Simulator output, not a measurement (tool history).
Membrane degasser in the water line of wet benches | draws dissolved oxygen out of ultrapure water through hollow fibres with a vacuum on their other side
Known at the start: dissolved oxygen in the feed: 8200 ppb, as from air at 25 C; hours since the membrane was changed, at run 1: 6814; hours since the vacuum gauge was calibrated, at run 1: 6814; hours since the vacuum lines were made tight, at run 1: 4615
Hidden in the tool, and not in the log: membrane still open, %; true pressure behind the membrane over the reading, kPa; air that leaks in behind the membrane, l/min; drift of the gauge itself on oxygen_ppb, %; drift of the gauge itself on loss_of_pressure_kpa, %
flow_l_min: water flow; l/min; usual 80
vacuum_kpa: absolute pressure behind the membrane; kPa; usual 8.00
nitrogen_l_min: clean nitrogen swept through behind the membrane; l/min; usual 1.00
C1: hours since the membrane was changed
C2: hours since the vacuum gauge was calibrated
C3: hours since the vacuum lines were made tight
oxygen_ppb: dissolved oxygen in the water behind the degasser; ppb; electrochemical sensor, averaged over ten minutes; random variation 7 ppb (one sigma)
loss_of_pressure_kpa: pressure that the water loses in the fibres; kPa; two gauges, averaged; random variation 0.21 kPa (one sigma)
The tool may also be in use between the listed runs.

Run 1, hour 0.0: usual settings; C1 6814; C2 6814; C3 4615. Result: oxygen_ppb 952.5 ppb, loss_of_pressure_kpa 51.42 kPa.
Run 2, hour 123.7: usual settings; C1 6937; C2 6937; C3 4739. Result: oxygen_ppb 944.4 ppb, loss_of_pressure_kpa 51.37 kPa.
At hour 232.6: vacuum gauge calibrated.
Run 3, hour 274.2: usual settings but vacuum_kpa 9.85 kPa; C1 7087; C2 42; C3 4889. Result: oxygen_ppb 1154.3 ppb, loss_of_pressure_kpa 51.42 kPa.
Run 4, hour 453.2: usual settings but vacuum_kpa 9.85 kPa; C1 7266; C2 221; C3 5068. Result: oxygen_ppb 1178.3 ppb, loss_of_pressure_kpa 51.67 kPa.
Run 5, hour 726.4: usual settings but vacuum_kpa 9.85 kPa; C1 7540; C2 494; C3 5341. Result: oxygen_ppb 1159.0 ppb, loss_of_pressure_kpa 51.38 kPa.
Run 6, hour 868.0: usual settings but vacuum_kpa 9.85 kPa; C1 7681; C2 635; C3 5483. Result: oxygen_ppb 1168.3 ppb, loss_of_pressure_kpa 51.57 kPa.
Run 7, hour 1064.0: usual settings but vacuum_kpa 9.85 kPa, nitrogen_l_min 0.48 l/min; C1 7877; C2 831; C3 5679. Result: oxygen_ppb 1552.6 ppb, loss_of_pressure_kpa 51.74 kPa.
Run 8, hour 1185.9: usual settings but nitrogen_l_min 0.55 l/min; C1 7999; C2 953; C3 5801. Result: oxygen_ppb 1219.8 ppb, loss_of_pressure_kpa 51.71 kPa.
Run 9, hour 1319.5: usual settings; C1 8133; C2 1087; C3 5934. Result: oxygen_ppb 958.4 ppb, loss_of_pressure_kpa 51.54 kPa.
Run 10, hour 1520.2: usual settings; C1 8333; C2 1288; C3 6135. Result: oxygen_ppb 958.5 ppb, loss_of_pressure_kpa 51.65 kPa.
At hour 1698.6: vacuum gauge calibrated, once more.
Run 11, hour 1711.4: usual settings but nitrogen_l_min 1.49 l/min; C1 8524; C2 13; C3 6326. Result: oxygen_ppb 783.4 ppb, loss_of_pressure_kpa 51.72 kPa.
Run 12, hour 1935.9: usual settings but nitrogen_l_min 1.49 l/min; C1 8749; C2 237; C3 6550. Result: oxygen_ppb 792.5 ppb, loss_of_pressure_kpa 51.79 kPa.
Run 13, hour 2067.5: usual settings but vacuum_kpa 9.15 kPa, nitrogen_l_min 1.49 l/min; C1 8880; C2 369; C3 6682. Result: oxygen_ppb 880.5 ppb, loss_of_pressure_kpa 51.61 kPa.
Run 14, hour 2213.3: usual settings but vacuum_kpa 9.15 kPa, nitrogen_l_min 1.49 l/min; C1 9026; C2 515; C3 6828. Result: oxygen_ppb 888.4 ppb, loss_of_pressure_kpa 52.03 kPa.
Run 15, hour 2345.7: usual settings but vacuum_kpa 9.15 kPa, nitrogen_l_min 1.49 l/min; C1 9158; C2 647; C3 6960. Result: oxygen_ppb 884.1 ppb, loss_of_pressure_kpa 52.10 kPa.
Run 16, hour 2596.8: usual settings but vacuum_kpa 9.15 kPa, nitrogen_l_min 1.49 l/min; C1 9409; C2 898; C3 7211. Result: oxygen_ppb 877.9 ppb, loss_of_pressure_kpa 52.06 kPa.
Run 17, hour 2741.3: usual settings but vacuum_kpa 9.15 kPa, nitrogen_l_min 1.49 l/min; C1 9554; C2 1043; C3 7356. Result: oxygen_ppb 885.8 ppb, loss_of_pressure_kpa 51.93 kPa.
Run 18, hour 2941.0: usual settings but flow_l_min 115 l/min, vacuum_kpa 9.97 kPa, nitrogen_l_min 1.08 l/min; C1 9754; C2 1242; C3 7555. Result: oxygen_ppb 1412.1 ppb, loss_of_pressure_kpa 74.75 kPa.
Run 19, hour 3188.3: usual settings but flow_l_min 115 l/min, vacuum_kpa 9.97 kPa, nitrogen_l_min 1.08 l/min; C1 10001; C2 1490; C3 7803. Result: oxygen_ppb 1411.8 ppb, loss_of_pressure_kpa 74.18 kPa.
Run 20, hour 3369.8: usual settings but flow_l_min 115 l/min, vacuum_kpa 9.97 kPa, nitrogen_l_min 1.08 l/min; C1 10183; C2 1671; C3 7984. Result: oxygen_ppb 1420.8 ppb, loss_of_pressure_kpa 74.79 kPa.
Run 21, hour 3573.9: usual settings but flow_l_min 115 l/min, vacuum_kpa 9.05 kPa, nitrogen_l_min 0.84 l/min; C1 10387; C2 1875; C3 8188. Result: oxygen_ppb 1423.9 ppb, loss_of_pressure_kpa 75.04 kPa.
Run 22, hour 3734.2: usual settings but flow_l_min 92 l/min, vacuum_kpa 10.55 kPa, nitrogen_l_min 0.45 l/min; C1 10547; C2 2036; C3 8349. Result: oxygen_ppb 1779.1 ppb, loss_of_pressure_kpa 59.85 kPa.
Run 23, hour 3925.0: usual settings but flow_l_min 117 l/min, vacuum_kpa 10.55 kPa, nitrogen_l_min 0.65 l/min; C1 10738; C2 2226; C3 8539. Result: oxygen_ppb 1819.0 ppb, loss_of_pressure_kpa 76.10 kPa.
Run 24, hour 4103.4: usual settings but flow_l_min 117 l/min, vacuum_kpa 10.55 kPa, nitrogen_l_min 0.65 l/min; C1 10916; C2 2405; C3 8718. Result: oxygen_ppb 1812.5 ppb, loss_of_pressure_kpa 76.28 kPa.
Run 25, hour 4254.1: usual settings but flow_l_min 117 l/min, vacuum_kpa 10.55 kPa, nitrogen_l_min 0.65 l/min; C1 11067; C2 2555; C3 8868. Result: oxygen_ppb 1824.7 ppb, loss_of_pressure_kpa 75.85 kPa.
Run 26, hour 4476.7: usual settings but flow_l_min 74 l/min, vacuum_kpa 16.00 kPa, nitrogen_l_min 0.94 l/min; C1 11289; C2 2778; C3 9091. Result: oxygen_ppb 1716.0 ppb, loss_of_pressure_kpa 48.39 kPa.
Run 27, hour 4622.3: usual settings but flow_l_min 100 l/min, vacuum_kpa 9.03 kPa, nitrogen_l_min 2.29 l/min; C1 11435; C2 2924; C3 9237. Result: oxygen_ppb 899.8 ppb, loss_of_pressure_kpa 65.55 kPa.
Run 28, hour 4749.3: usual settings but vacuum_kpa 17.54 kPa, nitrogen_l_min 0.52 l/min; C1 11562; C2 3051; C3 9364. Result: oxygen_ppb 2516.1 ppb, loss_of_pressure_kpa 52.02 kPa.
Run 29, hour 4961.1: usual settings but vacuum_kpa 5.07 kPa, nitrogen_l_min 0.90 l/min; C1 11774; C2 3263; C3 9576. Result: oxygen_ppb 609.7 ppb, loss_of_pressure_kpa 52.02 kPa.
Run 30, hour 5197.9: usual settings but vacuum_kpa 5.07 kPa, nitrogen_l_min 0.90 l/min; C1 12011; C2 3499; C3 9812. Result: oxygen_ppb 627.4 ppb, loss_of_pressure_kpa 52.39 kPa.
Run 31, hour 5323.6: usual settings but flow_l_min 69 l/min, vacuum_kpa 10.70 kPa, nitrogen_l_min 0.87 l/min; C1 12136; C2 3625; C3 9938. Result: oxygen_ppb 1202.0 ppb, loss_of_pressure_kpa 44.98 kPa.
Run 32, hour 5520.6: usual settings but flow_l_min 69 l/min, vacuum_kpa 10.70 kPa, nitrogen_l_min 0.87 l/min; C1 12333; C2 3822; C3 10135. Result: oxygen_ppb 1186.1 ppb, loss_of_pressure_kpa 45.37 kPa.
Run 33, hour 5680.7: usual settings but vacuum_kpa 5.41 kPa, nitrogen_l_min 1.71 l/min; C1 12493; C2 3982; C3 10295. Result: oxygen_ppb 569.3 ppb, loss_of_pressure_kpa 52.40 kPa.

Forecast each of these 3 alternatives for the next run:
Run A, hour 5920.6: usual settings but flow_l_min 57 l/min; C1 12733; C2 4222; C3 10535. Result: oxygen_ppb ?, loss_of_pressure_kpa ?.
Run B, hour 5920.6: usual settings but flow_l_min 114 l/min, vacuum_kpa 14.39 kPa, nitrogen_l_min 0.79 l/min; C1 12733; C2 4222; C3 10535. Result: oxygen_ppb ?, loss_of_pressure_kpa ?.
Run C, hour 5920.6: usual settings but vacuum_kpa 5.78 kPa, nitrogen_l_min 1.56 l/min; C1 12733; C2 4222; C3 10535. Result: oxygen_ppb ?, loss_of_pressure_kpa ?.

run  oxygen_ppb  loss_of_pressure_kpa
  A       726.4                 37.39
  B      2200.7                 74.37
  C       614.4                 52.44
Without the tool's hidden state the same runs would have given:
run  oxygen_ppb  loss_of_pressure_kpa
  A       685.5                 35.85
  B      2160.7                 71.32
  C       561.0                 50.28
